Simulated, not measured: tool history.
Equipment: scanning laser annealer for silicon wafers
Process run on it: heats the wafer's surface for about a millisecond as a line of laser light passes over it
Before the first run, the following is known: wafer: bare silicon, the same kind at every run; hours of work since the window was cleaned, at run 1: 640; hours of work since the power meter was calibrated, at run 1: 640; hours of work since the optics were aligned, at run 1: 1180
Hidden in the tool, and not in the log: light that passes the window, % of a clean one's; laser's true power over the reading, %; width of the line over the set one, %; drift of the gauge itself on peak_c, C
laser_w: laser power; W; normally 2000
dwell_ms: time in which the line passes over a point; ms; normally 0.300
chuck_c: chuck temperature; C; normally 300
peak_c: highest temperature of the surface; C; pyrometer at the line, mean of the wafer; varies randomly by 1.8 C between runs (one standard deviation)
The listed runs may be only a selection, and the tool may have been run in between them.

run,hour,laser_w,dwell_ms,chuck_c,hours of work since the window was cleaned,hours of work since the power meter was calibrated,hours of work since the optics were aligned,peak_c
1,0.0,2000,0.300,300,640,640,1180,1022
# hour 4.0: window over the wafer cleaned
2,29.3,2000,0.300,283,19,661,1200,1016
3,55.6,2000,0.300,283,38,680,1220,1016
4,70.1,1769,0.300,283,49,691,1230,915
5,95.5,1769,0.300,283,68,710,1249,917
6,121.2,2000,0.300,322,87,729,1268,1053
7,134.9,2000,0.273,322,97,739,1278,1017
8,157.8,2000,0.273,322,114,756,1295,1016
9,188.1,2000,0.273,322,137,778,1318,1015
10,202.2,2000,0.273,322,147,789,1328,1015
11,230.9,2000,0.273,322,168,810,1350,1015
12,254.6,2000,0.273,322,186,828,1367,1016
13,275.9,2000,0.273,322,202,843,1383,1012
14,299.6,2000,0.273,322,219,861,1401,1009
15,318.3,2000,0.273,264,233,875,1414,956
16,350.0,2000,0.273,264,257,898,1438,952
17,367.7,2000,0.273,264,270,911,1451,952
18,386.3,2000,0.273,264,283,925,1465,953
19,414.1,2000,0.300,319,304,946,1485,1042
20,443.0,2000,0.300,319,326,967,1507,1042
21,459.2,2000,0.300,319,337,979,1519,1039
22,490.4,2128,0.374,261,361,1002,1542,1143
23,515.1,2128,0.210,261,379,1021,1560,900
24,538.9,2040,0.250,334,397,1038,1578,1002
# hour 546.0: optics aligned, line set to its width
25,564.5,2040,0.250,334,412,1054,14,1013
26,593.5,1837,0.373,300,433,1075,35,1047
27,609.1,1837,0.373,300,445,1087,47,1044
28,631.5,2000,0.300,338,462,1103,63,1068
29,646.9,2000,0.300,338,473,1115,75,1068
30,677.5,2000,0.300,338,496,1137,97,1067
31,705.2,1973,0.354,315,516,1158,118,1102
32,727.9,1973,0.354,315,533,1175,135,1105
33,743.0,2000,0.380,309,544,1186,146,1141
34,759.9,2000,0.380,309,557,1199,159,1140
35,778.8,1840,0.362,282,571,1213,173,1017
36,805.7,2074,0.338,276,591,1232,193,1086
37,827.4,2193,0.338,299,607,1249,209,1172
38,842.8,2086,0.282,297,618,1260,220,1035
39,860.8,2086,0.282,297,632,1273,233,1041
# hour 876.1: window over the wafer cleaned
40,892.8,2086,0.282,297,12,1296,256,1053
41,909.1,2126,0.300,300,25,1308,268,1100

3 ways to go on from here, each from the tool as it stands after run 41. What would each give?
A,940.1,2000,0.300,276,47,1331,291,?
B,940.1,1950,0.348,290,47,1331,291,?
C,940.1,1868,0.327,320,47,1331,291,?

run,peak_c
A,1025
B,1074
C,1039
Without the tool's hidden state the same runs would have given:
run,peak_c
A,1026
B,1076
C,1041

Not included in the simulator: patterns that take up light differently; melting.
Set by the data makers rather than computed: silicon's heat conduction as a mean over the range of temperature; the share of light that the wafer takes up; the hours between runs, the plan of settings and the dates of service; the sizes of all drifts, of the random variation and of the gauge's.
